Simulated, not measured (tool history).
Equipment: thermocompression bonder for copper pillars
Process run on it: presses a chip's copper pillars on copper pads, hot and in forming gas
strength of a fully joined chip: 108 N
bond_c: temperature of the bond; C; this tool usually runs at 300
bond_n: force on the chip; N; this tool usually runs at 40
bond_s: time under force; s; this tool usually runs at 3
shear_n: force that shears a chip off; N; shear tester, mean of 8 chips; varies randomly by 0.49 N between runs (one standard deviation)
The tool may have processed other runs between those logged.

run 1 hour=0.0 | bond_c=300 bond_n=40 bond_s=3 | shear_n=38.1
run 2 hour=10.5 | bond_c=300 bond_n=40 bond_s=3 | shear_n=38.3
run 3 hour=22.0 | bond_c=300 bond_n=40 bond_s=3 | shear_n=37.1
run 4 hour=33.7 | bond_c=273 bond_n=40 bond_s=3 | shear_n=29.7
run 5 hour=47.2 | bond_c=273 bond_n=27 bond_s=3 | shear_n=22.8
-- hour=50.8 forming gas filter changed
run 6 hour=62.3 | bond_c=273 bond_n=27 bond_s=3 | shear_n=22.2
run 7 hour=71.4 | bond_c=273 bond_n=27 bond_s=3 | shear_n=22.5
run 8 hour=83.4 | bond_c=273 bond_n=27 bond_s=3 | shear_n=22.5
run 9 hour=98.6 | bond_c=273 bond_n=27 bond_s=3 | shear_n=22.4
run 10 hour=107.6 | bond_c=300 bond_n=25 bond_s=3 | shear_n=26.8
run 11 hour=118.9 | bond_c=300 bond_n=25 bond_s=3 | shear_n=26.9
run 12 hour=134.6 | bond_c=300 bond_n=40 bond_s=3 | shear_n=37.1
run 13 hour=145.5 | bond_c=317 bond_n=40 bond_s=3 | shear_n=44.1
run 14 hour=159.4 | bond_c=300 bond_n=40 bond_s=3 | shear_n=37.5
run 15 hour=168.3 | bond_c=300 bond_n=40 bond_s=3 | shear_n=38.1
run 16 hour=177.5 | bond_c=300 bond_n=40 bond_s=3 | shear_n=37.8
run 17 hour=185.0 | bond_c=300 bond_n=40 bond_s=3 | shear_n=37.6
run 18 hour=195.2 | bond_c=300 bond_n=40 bond_s=3 | shear_n=37.0
run 19 hour=208.4 | bond_c=300 bond_n=40 bond_s=3 | shear_n=37.6
-- hour=214.7 forming gas filter changed
run 20 hour=221.7 | bond_c=300 bond_n=40 bond_s=3 | shear_n=37.9
run 21 hour=228.6 | bond_c=300 bond_n=32 bond_s=8 | shear_n=48.3
run 22 hour=241.6 | bond_c=306 bond_n=32 bond_s=7 | shear_n=48.7
run 23 hour=256.1 | bond_c=315 bond_n=55 bond_s=7 | shear_n=69.5
run 24 hour=265.6 | bond_c=297 bond_n=26 bond_s=7 | shear_n=38.6
run 25 hour=281.0 | bond_c=297 bond_n=26 bond_s=7 | shear_n=39.2
run 26 hour=292.6 | bond_c=300 bond_n=37 bond_s=2 | shear_n=30.6
run 27 hour=299.7 | bond_c=300 bond_n=37 bond_s=2 | shear_n=31.1
run 28 hour=313.8 | bond_c=300 bond_n=37 bond_s=2 | shear_n=30.4
run 29 hour=325.3 | bond_c=313 bond_n=50 bond_s=7 | shear_n=63.9
run 30 hour=335.0 | bond_c=313 bond_n=50 bond_s=7 | shear_n=62.7
run 31 hour=342.7 | bond_c=329 bond_n=56 bond_s=7 | shear_n=72.2
run 32 hour=350.2 | bond_c=329 bond_n=56 bond_s=7 | shear_n=74.1
run 33 hour=366.2 | bond_c=320 bond_n=28 bond_s=3 | shear_n=33.8
-- hour=379.5 forming gas filter changed
run 34 hour=381.5 | bond_c=320 bond_n=28 bond_s=3 | shear_n=35.5
run 35 hour=391.4 | bond_c=320 bond_n=28 bond_s=3 | shear_n=34.9
run 36 hour=399.5 | bond_c=320 bond_n=28 bond_s=3 | shear_n=35.9
run 37 hour=409.4 | bond_c=326 bond_n=46 bond_s=4 | shear_n=55.5
run 38 hour=417.3 | bond_c=326 bond_n=24 bond_s=2 | shear_n=28.4
run 39 hour=428.5 | bond_c=326 bond_n=31 bond_s=4 | shear_n=43.5
run 40 hour=437.0 | bond_c=324 bond_n=50 bond_s=9 | shear_n=72.9

4 ways to go on from here, each from the tool as it stands after run 40. What would each give?
run A hour=445.7 | bond_c=300 bond_n=39 bond_s=3 | shear_n=?
run B hour=445.7 | bond_c=323 bond_n=49 bond_s=5 | shear_n=?
run C hour=445.7 | bond_c=287 bond_n=40 bond_s=3 | shear_n=?
run D hour=445.7 | bond_c=324 bond_n=51 bond_s=4 | shear_n=?

run=A shear_n=36.9
run=B shear_n=59.6
run=C shear_n=33.4
run=D shear_n=57.7
With the hidden condition removed and each run's random variation left untouched, the same runs would have given:
run=A shear_n=37.1
run=B shear_n=59.9
run=C shear_n=33.6
run=D shear_n=58.0
